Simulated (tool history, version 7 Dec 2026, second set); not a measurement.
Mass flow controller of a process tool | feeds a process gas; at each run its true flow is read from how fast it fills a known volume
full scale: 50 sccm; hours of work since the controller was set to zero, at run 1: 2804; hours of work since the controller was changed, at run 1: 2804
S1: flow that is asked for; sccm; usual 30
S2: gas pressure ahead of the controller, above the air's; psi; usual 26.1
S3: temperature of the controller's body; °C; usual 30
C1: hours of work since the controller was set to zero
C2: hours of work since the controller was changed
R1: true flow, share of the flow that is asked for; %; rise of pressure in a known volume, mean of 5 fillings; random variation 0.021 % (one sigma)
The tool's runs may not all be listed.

| run | hour | S1 | S2 | S3 | C1 | C2 | R1 |
|---|---|---|---|---|---|---|---|
| 1 | 0 | 30 | 26.1 | 30 | 2804 | 2804 | 98.94 |
| 2 | 204.9 | 30 | 26.1 | 30 | 2942 | 2942 | 98.91 |
| 3 | 489.7 | 20 | 26.1 | 30 | 3135 | 3135 | 98.58 |
| 4 | 737.4 | 20 | 26.1 | 30 | 3302 | 3302 | 98.62 |
| 5 | 1004.4 | 20 | 26.1 | 30 | 3483 | 3483 | 98.57 |
| 6 | 1216.9 | 30 | 23.6 | 30 | 3626 | 3626 | 98.89 |
| 7 | 1447.3 | 30 | 26.1 | 31 | 3782 | 3782 | 98.86 |
| 8 | 1641.6 | 30 | 26.1 | 31 | 3914 | 3914 | 98.81 |
| 9 | 1859 | 11 | 26.1 | 30 | 4061 | 4061 | 97.74 |
| 10 | 2123.4 | 11 | 26.1 | 30 | 4239 | 4239 | 97.68 |
| 11 | 2385.9 | 11 | 26.1 | 30 | 4417 | 4417 | 97.62 |
| 12 | 2729.3 | 30 | 26.1 | 30 | 4649 | 4649 | 98.88 |
| 13 | 3079.7 | 30 | 26.1 | 30 | 4886 | 4886 | 98.86 |
| 14 | 3283 | 30 | 26.1 | 30 | 5023 | 5023 | 98.87 |
| 15 | 3483 | 30 | 26.1 | 20 | 5158 | 5158 | 99.74 |
| 16 | 3672.8 | 30 | 26.1 | 20 | 5287 | 5287 | 99.77 |
| 17 | 3836.9 | 30 | 23.8 | 20 | 5398 | 5398 | 99.7 |
| 18 | 4046.4 | 30 | 37 | 20 | 5539 | 5539 | 99.85 |
| 19 | 4397.9 | 30 | 37 | 20 | 5777 | 5777 | 99.85 |
| 20 | 4748.3 | 30 | 27 | 30 | 6014 | 6014 | 98.83 |
| 21 | 5039 | 30 | 24.7 | 30 | 6210 | 6210 | 98.79 |
| 22 | 5267.8 | 30 | 24.7 | 30 | 6365 | 6365 | 98.8 |
| 23 | 5467.7 | 30 | 24.7 | 30 | 6500 | 6500 | 98.81 |
| 24 | 5629.6 | 30 | 24.2 | 30 | 6610 | 6610 | 98.79 |
| 25 | 5873 | 30 | 24.2 | 30 | 6774 | 6774 | 98.76 |
|  | 5888.4 | controller's zero set anew |
| 26 | 6207.4 | 30 | 24.2 | 30 | 216 | 7000 | 98.43 |
| 27 | 6464.1 | 30 | 24.2 | 30 | 389 | 7173 | 98.39 |
| 28 | 6718.4 | 30 | 24.2 | 30 | 561 | 7345 | 98.42 |
| 29 | 7065.3 | 17 | 26.1 | 30 | 796 | 7580 | 97.25 |
| 30 | 7215.8 | 30 | 21.2 | 30 | 897 | 7682 | 98.37 |
| 31 | 7411.5 | 30 | 21.2 | 28 | 1030 | 7814 | 98.55 |
|  | 7643 | controller's zero set anew, once more |
| 32 | 7761 | 32 | 30.9 | 28 | 80 | 8050 | 99.98 |
| 33 | 7951.4 | 5 | 30.9 | 20 | 208 | 8179 | 100.14 |
| 34 | 8123.8 | 9 | 36 | 38 | 325 | 8295 | 98.72 |
| 35 | 8322.8 | 31 | 29.7 | 34 | 460 | 8430 | 99.39 |
| 36 | 8483.1 | 30 | 24.2 | 30 | 568 | 8538 | 99.67 |
| 37 | 8749.1 | 6 | 37.9 | 30 | 748 | 8718 | 99.12 |
| 38 | 9088.5 | 14 | 21.6 | 24 | 977 | 8947 | 99.83 |
| 39 | 9337.4 | 30 | 30.3 | 25 | 1146 | 9116 | 100.19 |
| 40 | 9659.9 | 30 | 30.3 | 25 | 1364 | 9334 | 100.14 |
| 41 | 10017.4 | 26 | 24.9 | 33 | 1605 | 9575 | 99.3 |
| 42 | 10227.2 | 40 | 26.1 | 21 | 1747 | 9717 | 100.67 |
| 43 | 10583.4 | 40 | 26.1 | 21 | 1988 | 9958 | 100.63 |
| 44 | 10775.3 | 16 | 26.1 | 26 | 2118 | 10088 | 99.58 |
| 45 | 11070.9 | 16 | 38.9 | 35 | 2317 | 10288 | 98.83 |
| 46 | 11386.2 | 16 | 38.9 | 35 | 2531 | 10501 | 98.81 |
| 47 | 11582.3 | 16 | 38.9 | 35 | 2663 | 10633 | 98.78 |
| 48 | 11845.4 | 16 | 38.9 | 35 | 2841 | 10811 | 98.75 |

Measured less the same run without the tool's hidden state. The same run-to-run variation is in both; the gauge's scatter may not be:
The hidden state here: flow at rest that the sensor doesn't see, % of full scale; true flow over the shown one, %; drift of the gauge itself on true_pct, %.
| run | R1 |
|---|---|
| 1 | -0.31 |
| 2 | -0.31 |
| 3 | -0.54 |
| 4 | -0.55 |
| 5 | -0.58 |
| 6 | -0.35 |
| 7 | -0.35 |
| 8 | -0.36 |
| 9 | -1.3 |
| 10 | -1.34 |
| 11 | -1.39 |
| 12 | -0.39 |
| 13 | -0.4 |
| 14 | -0.41 |
| 15 | -0.41 |
| 16 | -0.42 |
| 17 | -0.43 |
| 18 | -0.43 |
| 19 | -0.44 |
| 20 | -0.46 |
| 21 | -0.46 |
| 22 | -0.48 |
| 23 | -0.49 |
| 24 | -0.49 |
| 25 | -0.49 |
| 26 | -0.83 |
| 27 | -0.84 |
| 28 | -0.85 |
| 29 | -1.85 |
| 30 | -0.86 |
| 31 | -0.87 |
| 32 | +0.44 |
| 33 | +0.26 |
| 34 | +0.31 |
| 35 | +0.43 |
| 36 | +0.41 |
| 37 | +0.01 |
| 38 | +0.25 |
| 39 | +0.39 |
| 40 | +0.38 |
| 41 | +0.33 |
| 42 | +0.42 |
| 43 | +0.4 |
| 44 | +0.12 |
| 45 | +0.08 |
| 46 | +0.05 |
| 47 | +0.03 |
| 48 | +0.01 |
